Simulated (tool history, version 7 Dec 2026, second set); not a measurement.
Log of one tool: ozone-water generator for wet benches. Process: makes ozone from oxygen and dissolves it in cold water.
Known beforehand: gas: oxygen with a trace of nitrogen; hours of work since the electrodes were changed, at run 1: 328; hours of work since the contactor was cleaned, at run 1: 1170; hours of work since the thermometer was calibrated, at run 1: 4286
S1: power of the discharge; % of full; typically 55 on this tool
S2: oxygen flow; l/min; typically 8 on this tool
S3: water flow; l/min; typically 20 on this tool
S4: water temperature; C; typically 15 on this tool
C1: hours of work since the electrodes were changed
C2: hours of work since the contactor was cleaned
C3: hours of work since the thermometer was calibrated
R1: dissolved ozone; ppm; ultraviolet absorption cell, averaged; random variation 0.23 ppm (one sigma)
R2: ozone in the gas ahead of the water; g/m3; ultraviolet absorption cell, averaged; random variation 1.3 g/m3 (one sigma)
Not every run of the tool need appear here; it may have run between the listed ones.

run	day	S1	S2	S3	S4	C1	C2	C3	R1	R2
1	0	55	8	20	15	328	1170	4286	35.2	243.7
2	2.846	55	8	20	10	384	1227	4342	38.2	245
3	5.296	55	8	20	10	432	1275	4391	37.9	244.9
4	8.017	55	8	20	10	486	1329	4445	37.9	244.4
5	11.225	55	8	20	15	550	1392	4508	35	244.3
6	13.688	55	8	20	15	598	1441	4557	34.8	244.8
7	15.775	55	8	20	15	640	1482	4598	34.8	242.3
8	18.183	55	8	20	15	687	1530	4646	34.4	245.7
9	21.696	55	8	31	15	757	1599	4715	23.8	241.8
10	25.008	55	8	13	15	822	1665	4781	45.8	244.3
11	27.162	55	8	13	15	865	1707	4823	46.4	243.1
12	30.083	55	8	13	15	923	1765	4881	46.1	244.5
13	32.338	55	8	13	15	967	1810	4926	45.9	241.3
14	35.3	55	8	13	15	1026	1868	4984	45.8	244.1
15	38.783	55	8	13	15	1095	1937	5053	46.2	242.1
16	41.762	55	8	13	15	1154	1996	5112	45.5	243
17	43.2	55	8	13	15	1182	2025	5141	46	243.1
18	46.183	47	8	24	19	1241	2084	5200	25.8	223.8
19	47.638	47	6.52	24	19	1270	2112	5228	26.4	253.9
20	50.233	76	11.45	27	15	1321	2164	5280	30.2	229.1
21	53.362	45	8	20	19	1383	2226	5342	28.4	218.5
22	55.358	57	11.57	17	8	1423	2265	5381	40.9	194.4
23	57.571	59	8	20	21	1466	2309	5425	32	250
24	59.846	59	8	20	21	1511	2354	5470	31.4	251.3
25	62.171	59	7.96	19	11	1557	2400	5516	39.3	251.7
26	65.004	59	7.96	19	11	1613	2456	5572	39	250.9
27	67.396	96	5.83	19	7	1661	2503	5619	54	382.5
28	70.854	47	5.83	19	7	1729	2572	5688	37.9	269.6
29	74.283	47	5.83	19	21	1797	2639	5755	30.7	267.7
30	76.912	55	8	20	12	1849	2692	5807	35.6	239.4
# day 79.338: water thermometer calibrated
31	79.733	55	8	15	13	1904	2747	8	43	239.8
32	83.188	50	8	20	15	1973	2815	76	32.3	229.5
33	85.417	77	10.1	19	15	2017	2859	120	39.6	241.9

3 ways to go on from here, each from the tool as it stands after run 33. What would each give?
A	88.046	47	10.1	16	20	2069	2911	172	?	?
B	88.046	97	8	31	10	2069	2911	172	?	?
C	88.046	77	8.29	19	15	2069	2911	172	?	?

run	R1	R2
A	30.7	192.3
B	32.3	315.6
C	40.7	277.1
What these runs would have given with no unlogged condition in the tool:
run	R1	R2
A	32.1	197.6
B	34.4	328.2
C	43	287.1

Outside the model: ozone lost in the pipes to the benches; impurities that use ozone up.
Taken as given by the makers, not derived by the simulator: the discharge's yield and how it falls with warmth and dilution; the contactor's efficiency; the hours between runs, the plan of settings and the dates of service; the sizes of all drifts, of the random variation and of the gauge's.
